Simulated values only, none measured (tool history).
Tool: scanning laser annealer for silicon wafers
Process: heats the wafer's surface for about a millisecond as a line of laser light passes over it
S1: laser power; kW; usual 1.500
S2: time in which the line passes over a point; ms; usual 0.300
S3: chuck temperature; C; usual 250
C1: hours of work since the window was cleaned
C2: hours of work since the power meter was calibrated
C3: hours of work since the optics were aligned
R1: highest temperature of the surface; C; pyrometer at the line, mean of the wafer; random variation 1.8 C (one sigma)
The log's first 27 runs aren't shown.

Run 28, hour 291.5: usual settings but S1 1.451 kW, S3 269 C; C1 49; C2 259; C3 460. Result: R1 1030 C.
Run 29, hour 302.1: usual settings but S1 1.451 kW, S2 0.322 ms, S3 245 C; C1 55; C2 265; C3 467. Result: R1 1034 C.
Run 30, hour 314.2: usual settings but S1 1.451 kW, S2 0.322 ms, S3 223 C; C1 63; C2 273; C3 474. Result: R1 1015 C.
Run 31, hour 320.9: usual settings but S2 0.286 ms, S3 222 C; C1 67; C2 277; C3 479. Result: R1 999 C.
Run 32, hour 328.7: usual settings; C1 72; C2 282; C3 484. Result: R1 1046 C.
Run 33, hour 343.5: usual settings but S1 1.439 kW, S2 0.285 ms, S3 282 C; C1 82; C2 292; C3 493. Result: R1 1014 C.
Run 34, hour 357.5: usual settings but S1 1.643 kW, S2 0.285 ms, S3 261 C; C1 90; C2 300; C3 502. Result: R1 1136 C.
Run 35, hour 363.8: usual settings but S1 1.308 kW, S2 0.297 ms; C1 94; C2 304; C3 506. Result: R1 910 C.
Run 36, hour 373.2: usual settings but S1 1.506 kW, S2 0.274 ms; C1 100; C2 310; C3 512. Result: R1 1012 C.
Run 37, hour 382.2: usual settings but S1 1.410 kW, S2 0.216 ms; C1 106; C2 316; C3 517. Result: R1 863 C.
Run 38, hour 394.7: usual settings but S1 1.319 kW, S2 0.258 ms, S3 269 C; C1 114; C2 324; C3 525. Result: R1 884 C.
Run 39, hour 405.8: usual settings but S1 1.636 kW, S2 0.240 ms, S3 254 C; C1 121; C2 331; C3 532. Result: R1 1043 C.
Run 40, hour 418.1: usual settings but S1 1.620 kW, S2 0.213 ms; C1 129; C2 339; C3 540. Result: R1 978 C.

4 ways to go on from here, each from the tool as it stands after run 40. What would each give?
Run A, hour 425.5: usual settings but S3 226 C; C1 133; C2 343; C3 545. Result: R1 ?.
Run B, hour 425.5: usual settings but S1 1.552 kW, S2 0.238 ms, S3 279 C; C1 133; C2 343; C3 545. Result: R1 ?.
Run C, hour 425.5: usual settings but S1 1.348 kW; C1 133; C2 343; C3 545. Result: R1 ?.
Run D, hour 425.5: usual settings but S1 1.620 kW, S2 0.214 ms, S3 229 C; C1 133; C2 343; C3 545. Result: R1 ?.

run    R1
  A  1022
  B  1011
  C   941
  D   963
Without the tool's hidden state the same runs would have given:
run    R1
  A  1023
  B  1012
  C   942
  D   964
